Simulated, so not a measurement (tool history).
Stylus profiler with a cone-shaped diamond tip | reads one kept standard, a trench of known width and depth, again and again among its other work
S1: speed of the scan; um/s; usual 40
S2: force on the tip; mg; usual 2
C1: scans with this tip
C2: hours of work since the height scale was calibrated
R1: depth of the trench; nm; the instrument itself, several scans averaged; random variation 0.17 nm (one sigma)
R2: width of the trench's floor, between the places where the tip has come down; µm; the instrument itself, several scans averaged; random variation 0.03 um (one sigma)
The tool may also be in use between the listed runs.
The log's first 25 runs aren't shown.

run,hour,S1,S2,C1,C2,R1,R2
26,1516.1,44,2.14,1368,165,1012.08,95.78
27,1570.8,44,2.14,1648,199,1011.98,95.71
28,1612.7,111,4.81,1863,224,1020.73,95.64
29,1650.1,111,4.81,2055,248,1020.65,95.56
30,1721.3,111,4.81,2420,292,1020.32,95.58
31,1772.6,10,3.61,2683,323,1016.79,95.67
32,1846.2,10,3.61,3061,369,1016.57,95.69
33,1907.1,25,3.93,3373,406,1017.32,95.6
34,1960,142,0.98,3645,439,1006.74,95.23
35,2009.8,27,4.49,3900,470,1018.71,95.56
36,2073.8,14,3.56,4229,509,1015.99,95.5
37,2150,46,1.01,4619,557,1005.95,95.36
38,2187.8,48,2,4813,580,1010.85,95.43
39,2249.6,48,2,5131,618,1010.46,95.38
40,2335,14,2.05,5569,671,1010.19,95.43
41,2392.9,14,1.23,5865,707,1006.88,95.37
42,2463.5,18,0.83,6228,750,1004.69,95.33
43,2526.2,68,2,6550,789,1009.89,95.17
44,2577.6,68,2,6814,821,1010.16,95.18
45,2619,19,3.26,7026,846,1014.23,95.21

Forecast each of these 5 alternatives for the next run:
A,2681.1,21,2,7344,885,?,?
B,2681.1,13,2,7344,885,?,?
C,2681.1,53,2,7344,885,?,?
D,2681.1,47,1.27,7344,885,?,?
E,2681.1,25,3.43,7344,885,?,?

run,R1,R2
A,1009.89,95.16
B,1009.88,95.19
C,1009.33,95.11
D,1006.42,95.13
E,1014.74,95.2
Without the tool's hidden state the same runs would have given:
run,R1,R2
A,1011.89,95.92
B,1011.88,95.95
C,1011.33,95.87
D,1008.42,95.89
E,1016.74,95.96
